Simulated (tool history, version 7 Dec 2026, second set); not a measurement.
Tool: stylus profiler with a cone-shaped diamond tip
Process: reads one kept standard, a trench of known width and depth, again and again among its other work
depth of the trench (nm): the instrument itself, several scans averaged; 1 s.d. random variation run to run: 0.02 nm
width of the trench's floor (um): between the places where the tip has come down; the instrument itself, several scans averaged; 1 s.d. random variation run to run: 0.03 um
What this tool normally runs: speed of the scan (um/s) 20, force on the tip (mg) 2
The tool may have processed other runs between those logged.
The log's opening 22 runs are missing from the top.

run	hour	speed of the scan (um/s)	force on the tip (mg)	depth of the trench (nm)	width of the trench's floor (um)
23	214	20	3.95	101.03	97.57
24	220.9	20	3.95	101.05	97.53
25	235	20	3.95	101.07	97.58
26	241.5	65	3.26	101	97.35
27	255.2	20	2.01	100.71	97.41
28	264.4	22	2.66	100.84	97.53
29	278.8	30	2.97	100.9	97.44
30	291.8	59	5.43	101.31	97.34
31	303.7	12	0.99	100.47	97.54
32	315.6	46	3.61	101	97.4
33	324.6	10	0.88	100.43	97.48
34	330.9	33	4.7	101.19	97.46
35	343.8	7	3.42	100.99	97.52
36	357.5	7	0.72	100.41	97.55
37	366.1	52	1.23	100.57	97.22
38	380	52	1.23	100.56	97.21
39	387.6	7	3.09	100.95	97.57
40	398.2	61	1.55	100.63	97.18
41	406.6	24	3.13	100.93	97.49
42	418.3	12	3.38	100.99	97.5
43	426.7	12	3.38	100.97	97.5

5 ways to go on from here, each from the tool as it stands after run 43. What would each give?
A	437	80	1.12	?	?
B	437	20	3.92	?	?
C	437	33	0.75	?	?
D	437	22	2.84	?	?
E	437	22	1.88	?	?

run	depth of the trench (nm)	width of the trench's floor (um)
A	100.5	96.96
B	101.07	97.45
C	100.39	97.33
D	100.91	97.41
E	100.66	97.4
With no hidden state in the tool, these same runs would have given:
run	depth of the trench (nm)	width of the trench's floor (um)
A	100.4	97.44
B	100.97	97.93
C	100.29	97.81
D	100.81	97.89
E	100.56	97.88
